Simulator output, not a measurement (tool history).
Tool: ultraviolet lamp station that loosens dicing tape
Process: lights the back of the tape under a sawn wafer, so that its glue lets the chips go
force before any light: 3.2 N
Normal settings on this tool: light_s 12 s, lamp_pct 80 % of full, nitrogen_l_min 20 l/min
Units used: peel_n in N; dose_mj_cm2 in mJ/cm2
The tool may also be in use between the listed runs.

Run 1, hour 0: usual settings. Result: peel_n 0.297 N, dose_mj_cm2 218 mJ/cm2.
Run 2, hour 14.3: usual settings. Result: peel_n 0.318 N, dose_mj_cm2 215 mJ/cm2.
Run 3, hour 26.9: usual settings. Result: peel_n 0.324 N, dose_mj_cm2 215 mJ/cm2.
Run 4, hour 39.9: usual settings. Result: peel_n 0.296 N, dose_mj_cm2 213 mJ/cm2.
Run 5, hour 46.3: usual settings. Result: peel_n 0.311 N, dose_mj_cm2 209 mJ/cm2.
Run 6, hour 60.3: usual settings. Result: peel_n 0.31 N, dose_mj_cm2 212 mJ/cm2.
Run 7, hour 72.2: usual settings. Result: peel_n 0.318 N, dose_mj_cm2 212 mJ/cm2.
Run 8, hour 84.1: usual settings but lamp_pct 68 % of full. Result: peel_n 0.372 N, dose_mj_cm2 180 mJ/cm2.
Run 9, hour 93.2: usual settings but lamp_pct 68 % of full. Result: peel_n 0.395 N, dose_mj_cm2 173 mJ/cm2.
Run 10, hour 105.8: usual settings but lamp_pct 68 % of full. Result: peel_n 0.384 N, dose_mj_cm2 173 mJ/cm2.
Run 11, hour 119.8: usual settings but lamp_pct 68 % of full, nitrogen_l_min 11 l/min. Result: peel_n 0.505 N, dose_mj_cm2 172 mJ/cm2.
Run 12, hour 131: usual settings but lamp_pct 68 % of full, nitrogen_l_min 11 l/min. Result: peel_n 0.484 N, dose_mj_cm2 174 mJ/cm2.

What will run 13 give?
At hour 139.9: window cleaned of glue's vapour.
Run 13, hour 144.1: usual settings but lamp_pct 68 % of full, nitrogen_l_min 11 l/min. Result: peel_n ?, dose_mj_cm2 ?.

peel_n: 0.411 N
dose_mj_cm2: 190 mJ/cm2
Minus the tool's unlogged condition, the same run would have read peel_n 0.387 N, dose_mj_cm2 200 mJ/cm2.
